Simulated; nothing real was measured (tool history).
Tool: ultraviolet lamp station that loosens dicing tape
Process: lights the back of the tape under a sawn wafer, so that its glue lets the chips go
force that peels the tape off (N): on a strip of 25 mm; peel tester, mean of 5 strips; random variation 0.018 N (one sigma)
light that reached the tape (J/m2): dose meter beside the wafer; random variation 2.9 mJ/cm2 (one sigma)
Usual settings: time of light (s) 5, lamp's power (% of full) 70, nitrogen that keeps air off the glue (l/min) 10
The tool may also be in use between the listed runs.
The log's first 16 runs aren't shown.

| run | hour | time of light (s) | lamp's power (% of full) | nitrogen that keeps air off the glue (l/min) | force that peels the tape off (N) | light that reached the tape (J/m2) |
|---|---|---|---|---|---|---|
| 17 | 253.8 | 3 | 70 | 10 | 2.578 | 2050 |
| 18 | 274.4 | 3 | 70 | 10 | 2.611 | 2030 |
| 19 | 285.1 | 3 | 70 | 10 | 2.576 | 2050 |
| 20 | 294.1 | 3 | 70 | 10 | 2.694 | 2010 |
| 21 | 313.2 | 5 | 70 | 10 | 1.323 | 3370 |
| 22 | 327.0 | 5 | 70 | 10 | 1.349 | 3360 |
| 23 | 337.5 | 2 | 68 | 16 | 3.754 | 1270 |
| 24 | 347.8 | 5 | 67 | 15 | 1.210 | 3160 |
| 25 | 361.1 | 5 | 67 | 16 | 1.212 | 3120 |
| 26 | 378.2 | 5 | 93 | 5 | 1.237 | 4270 |
| 27 | 387.2 | 5 | 77 | 10 | 1.173 | 3560 |
| 28 | 405.3 | 5 | 77 | 10 | 1.229 | 3530 |
|  | 410.8 | window cleaned of glue's vapour |
| 29 | 421.6 | 5 | 77 | 10 | 0.874 | 4210 |
| 30 | 441.1 | 5 | 70 | 3 | 1.949 | 3810 |
| 31 | 452.8 | 2 | 93 | 10 | 2.504 | 1980 |
| 32 | 473.2 | 10 | 93 | 17 | 0.262 | 10110 |
| 33 | 489.0 | 10 | 93 | 17 | 0.257 | 9960 |

Run 34 comes next. What will it give?
| 34 | 500.4 | 5 | 98 | 15 | ? | ? |

Run 34 gave force that peels the tape off (N) 0.520, light that reached the tape (J/m2) 5200.
Without the tool's hidden state the same run would have given force that peels the tape off (N) 0.426, light that reached the tape (J/m2) 5870.

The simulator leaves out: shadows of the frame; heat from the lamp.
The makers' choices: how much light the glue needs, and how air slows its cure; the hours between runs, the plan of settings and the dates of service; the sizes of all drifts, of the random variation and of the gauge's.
